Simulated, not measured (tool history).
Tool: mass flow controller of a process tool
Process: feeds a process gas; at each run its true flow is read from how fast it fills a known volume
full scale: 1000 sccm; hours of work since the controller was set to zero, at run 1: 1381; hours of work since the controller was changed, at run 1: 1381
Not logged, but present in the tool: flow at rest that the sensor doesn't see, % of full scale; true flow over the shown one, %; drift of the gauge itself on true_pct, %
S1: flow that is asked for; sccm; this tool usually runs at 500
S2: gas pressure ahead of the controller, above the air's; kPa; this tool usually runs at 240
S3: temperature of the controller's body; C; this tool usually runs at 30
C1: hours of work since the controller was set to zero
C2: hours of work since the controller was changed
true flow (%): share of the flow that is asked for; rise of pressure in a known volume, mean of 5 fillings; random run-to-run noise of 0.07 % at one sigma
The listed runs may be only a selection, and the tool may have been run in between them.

Run 1, hour 0: usual settings; C1 1381; C2 1381. Result: true flow (%) 98.63.
Run 2, hour 233.5: usual settings; C1 1465; C2 1465. Result: true flow (%) 98.66.
Run 3, hour 462.2: usual settings but S3 21 C; C1 1548; C2 1548. Result: true flow (%) 99.85.
Run 4, hour 575.2: usual settings but S3 21 C; C1 1589; C2 1589. Result: true flow (%) 99.78.
Run 5, hour 691.9: usual settings but S3 21 C; C1 1631; C2 1631. Result: true flow (%) 99.87.
Run 6, hour 893.5: usual settings but S3 21 C; C1 1704; C2 1704. Result: true flow (%) 99.82.
Run 7, hour 1014.7: usual settings but S3 21 C; C1 1747; C2 1747. Result: true flow (%) 99.97.
Run 8, hour 1153.6: usual settings but S2 200 kPa, S3 25 C; C1 1798; C2 1798. Result: true flow (%) 99.71.
Run 9, hour 1390.5: usual settings but S2 200 kPa, S3 25 C; C1 1883; C2 1883. Result: true flow (%) 99.88.
Run 10, hour 1544.6: usual settings but S2 200 kPa, S3 25 C; C1 1939; C2 1939. Result: true flow (%) 99.79.
Run 11, hour 1778.9: usual settings but S1 122 sccm, S2 200 kPa, S3 32 C; C1 2023; C2 2023. Result: true flow (%) 99.71.
Run 12, hour 1937.3: usual settings but S1 172 sccm, S2 172 kPa, S3 28 C; C1 2081; C2 2081. Result: true flow (%) 99.85.

What does the tool deliver on the next run?
Run 13, hour 2052.1: usual settings but S1 805 sccm; C1 2122; C2 2122. Result: true flow (%) ?.

{"run 13": {"true flow (%)": 99.73}}
With the hidden condition absent and the run-to-run variation left alone, this run would have shown true flow (%) 98.7.
